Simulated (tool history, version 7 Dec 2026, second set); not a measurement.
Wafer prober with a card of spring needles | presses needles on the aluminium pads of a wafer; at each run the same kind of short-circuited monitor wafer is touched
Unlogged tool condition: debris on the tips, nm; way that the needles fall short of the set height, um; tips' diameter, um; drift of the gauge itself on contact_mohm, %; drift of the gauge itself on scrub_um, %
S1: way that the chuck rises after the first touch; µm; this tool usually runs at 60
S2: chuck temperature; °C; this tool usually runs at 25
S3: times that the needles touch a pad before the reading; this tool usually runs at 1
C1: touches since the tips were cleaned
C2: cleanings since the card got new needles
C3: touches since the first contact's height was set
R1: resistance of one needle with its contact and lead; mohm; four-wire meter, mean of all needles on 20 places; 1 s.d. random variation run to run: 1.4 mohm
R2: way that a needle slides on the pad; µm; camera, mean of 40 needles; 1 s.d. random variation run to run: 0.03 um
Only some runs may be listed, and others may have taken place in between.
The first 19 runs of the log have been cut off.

run 20 hour=121.2 | S1=56 S2=34 S3=2 | C1=2723 C2=20 C3=76688 | R1=131 R2=13.10
-- hour=123.5 tips cleaned on abrasive film
run 21 hour=125.7 | S1=74 S2=84 S3=2 | C1=883 C2=21 C3=78431 | R1=137 R2=17.32
run 22 hour=131.6 | S1=48 S2=29 S3=2 | C1=3240 C2=21 C3=80788 | R1=137 R2=11.22
-- hour=132.5 tips cleaned on abrasive film
run 23 hour=136.6 | S1=48 S2=29 S3=2 | C1=1658 C2=22 C3=82772 | R1=135 R2=11.24
-- hour=141.6 tips cleaned on abrasive film
-- hour=144.9 gauge calibrated
run 24 hour=145.3 | S1=48 S2=29 S3=2 | C1=1446 C2=23 C3=86166 | R1=134 R2=11.12
-- hour=150.5 tips cleaned on abrasive film
run 25 hour=151.2 | S1=45 S2=47 S3=2 | C1=275 C2=24 C3=88492 | R1=139 R2=10.42
run 26 hour=157.8 | S1=60 S2=78 S3=1 | C1=2927 C2=24 C3=91144 | R1=140 R2=13.86
-- hour=159.5 tips cleaned on abrasive film
run 27 hour=163.6 | S1=60 S2=78 S3=1 | C1=1643 C2=25 C3=93407 | R1=140 R2=13.92
-- hour=168.6 tips cleaned on abrasive film
run 28 hour=169.2 | S1=60 S2=87 S3=1 | C1=251 C2=26 C3=95607 | R1=143 R2=13.96
run 29 hour=176.3 | S1=60 S2=33 S3=3 | C1=3067 C2=26 C3=98423 | R1=134 R2=13.92
-- hour=178.1 tips cleaned on abrasive film
run 30 hour=183.0 | S1=60 S2=33 S3=1 | C1=1946 C2=27 C3=101076 | R1=128 R2=13.91
-- hour=187.3 tips cleaned on abrasive film
run 31 hour=191.6 | S1=60 S2=33 S3=1 | C1=1728 C2=28 C3=104469 | R1=131 R2=13.96
-- hour=196.7 tips cleaned on abrasive film
run 32 hour=197.9 | S1=67 S2=33 S3=1 | C1=459 C2=29 C3=106917 | R1=129 R2=15.54
-- hour=205.4 height of the first contact set anew
-- hour=205.9 tips cleaned on abrasive film
run 33 hour=205.9 | S1=77 S2=47 S3=2 | C1=8 C2=30 C3=171 | R1=129 R2=17.90

3 options for the next run, each taken on its own from the tool as it stands now. Forecast them:
run A hour=210.9 | S1=60 S2=37 S3=2 | C1=2018 C2=30 C3=2181 | R1=? R2=?
run B hour=210.9 | S1=63 S2=73 S3=1 | C1=2018 C2=30 C3=2181 | R1=? R2=?
run C hour=210.9 | S1=62 S2=38 S3=2 | C1=2018 C2=30 C3=2181 | R1=? R2=?

run=A R1=129 R2=14.00
run=B R1=137 R2=14.65
run=C R1=131 R2=14.41
What these runs would have given with no unlogged condition in the tool:
run=A R1=129 R2=13.93
run=B R1=137 R2=14.57
run=C R1=130 R2=14.33

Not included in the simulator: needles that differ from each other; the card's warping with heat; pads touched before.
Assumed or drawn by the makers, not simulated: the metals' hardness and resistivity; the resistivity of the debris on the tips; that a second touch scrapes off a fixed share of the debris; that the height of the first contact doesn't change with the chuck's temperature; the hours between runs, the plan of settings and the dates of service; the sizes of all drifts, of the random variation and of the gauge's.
